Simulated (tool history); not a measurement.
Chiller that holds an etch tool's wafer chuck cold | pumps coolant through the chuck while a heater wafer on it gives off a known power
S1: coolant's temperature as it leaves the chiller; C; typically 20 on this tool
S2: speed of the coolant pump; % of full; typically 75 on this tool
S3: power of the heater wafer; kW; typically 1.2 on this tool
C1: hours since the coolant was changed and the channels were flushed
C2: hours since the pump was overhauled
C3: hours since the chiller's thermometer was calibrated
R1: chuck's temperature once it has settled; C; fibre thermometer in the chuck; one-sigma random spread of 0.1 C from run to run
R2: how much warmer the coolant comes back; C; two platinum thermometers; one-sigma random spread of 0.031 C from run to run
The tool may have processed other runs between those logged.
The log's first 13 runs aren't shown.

{"run": 14, "hour": 850.8, "S1": 20, "S2": 75, "S3": 1.747, "C1": 686, "C2": 2443, "C3": 1716, "R1": 32.8, "R2": 4.98}
{"run": 15, "hour": 909.4, "S1": 20, "S2": 77, "S3": 1.2, "C1": 745, "C2": 2502, "C3": 1775, "R1": 28.6, "R2": 3.33}
{"run": 16, "hour": 947.5, "S1": 20, "S2": 77, "S3": 1.2, "C1": 783, "C2": 2540, "C3": 1813, "R1": 28.8, "R2": 3.31}
{"run": 17, "hour": 1015.8, "S1": 20, "S2": 77, "S3": 1.2, "C1": 851, "C2": 2608, "C3": 1881, "R1": 28.7, "R2": 3.34}
{"hour": 1024.4, "done": "chiller's thermometer calibrated"}
{"run": 18, "hour": 1072.4, "S1": 20, "S2": 72, "S3": 1.757, "C1": 907, "C2": 2664, "C3": 48, "R1": 33.3, "R2": 5.25}
{"run": 19, "hour": 1146.6, "S1": 13, "S2": 72, "S3": 0.638, "C1": 981, "C2": 2738, "C3": 122, "R1": 17.7, "R2": 1.96}
{"run": 20, "hour": 1201.2, "S1": 13, "S2": 98, "S3": 1.519, "C1": 1035, "C2": 2793, "C3": 177, "R1": 22.3, "R2": 3.38}
{"run": 21, "hour": 1248.3, "S1": 20, "S2": 92, "S3": 0.824, "C1": 1082, "C2": 2840, "C3": 224, "R1": 25.1, "R2": 1.91}
{"run": 22, "hour": 1295.8, "S1": 20, "S2": 75, "S3": 1.108, "C1": 1130, "C2": 2887, "C3": 271, "R1": 28.1, "R2": 3.17}
{"hour": 1322.2, "done": "chiller's thermometer calibrated, once more"}
{"run": 23, "hour": 1338.6, "S1": 26, "S2": 97, "S3": 0.619, "C1": 1172, "C2": 2929, "C3": 16, "R1": 30, "R2": 1.42}
{"run": 24, "hour": 1411.9, "S1": 30, "S2": 89, "S3": 1.2, "C1": 1245, "C2": 3003, "C3": 90, "R1": 38.1, "R2": 2.92}
{"run": 25, "hour": 1491.8, "S1": 30, "S2": 89, "S3": 1.2, "C1": 1325, "C2": 3082, "C3": 170, "R1": 38.5, "R2": 2.9}
{"run": 26, "hour": 1568.5, "S1": 30, "S2": 89, "S3": 1.2, "C1": 1402, "C2": 3159, "C3": 246, "R1": 38.2, "R2": 2.9}
{"run": 27, "hour": 1605.6, "S1": 11, "S2": 75, "S3": 1.469, "C1": 1439, "C2": 3196, "C3": 283, "R1": 22.4, "R2": 4.22}
{"run": 28, "hour": 1674.0, "S1": 11, "S2": 66, "S3": 0.67, "C1": 1507, "C2": 3265, "C3": 352, "R1": 16.6, "R2": 2.14}
{"run": 29, "hour": 1748.2, "S1": 21, "S2": 73, "S3": 0.827, "C1": 1581, "C2": 3339, "C3": 426, "R1": 27.6, "R2": 2.45}
{"run": 30, "hour": 1804.3, "S1": 19, "S2": 72, "S3": 0.827, "C1": 1638, "C2": 3395, "C3": 482, "R1": 25.5, "R2": 2.5}
{"run": 31, "hour": 1870.3, "S1": 20, "S2": 62, "S3": 1.2, "C1": 1704, "C2": 3461, "C3": 548, "R1": 30.4, "R2": 4.16}

Branching from run 31: 4 alternative next runs. What would each branch give?
{"run": "A", "hour": 1944.5, "S1": 23, "S2": 94, "S3": 1.658, "C1": 1778, "C2": 3535, "C3": 622, "R1": "?", "R2": "?"}
{"run": "B", "hour": 1944.5, "S1": 20, "S2": 65, "S3": 1.136, "C1": 1778, "C2": 3535, "C3": 622, "R1": "?", "R2": "?"}
{"run": "C", "hour": 1944.5, "S1": 20, "S2": 62, "S3": 1.13, "C1": 1778, "C2": 3535, "C3": 622, "R1": "?", "R2": "?"}
{"run": "D", "hour": 1944.5, "S1": 20, "S2": 72, "S3": 0.701, "C1": 1778, "C2": 3535, "C3": 622, "R1": "?", "R2": "?"}

run=A R1=34.2 R2=3.85
run=B R1=29.7 R2=3.78
run=C R1=29.9 R2=3.94
run=D R1=25.5 R2=2.17
What these runs would have given with no unlogged condition in the tool:
run=A R1=33.2 R2=3.53
run=B R1=28.8 R2=3.46
run=C R1=29 R2=3.61
run=D R1=25 R2=1.99

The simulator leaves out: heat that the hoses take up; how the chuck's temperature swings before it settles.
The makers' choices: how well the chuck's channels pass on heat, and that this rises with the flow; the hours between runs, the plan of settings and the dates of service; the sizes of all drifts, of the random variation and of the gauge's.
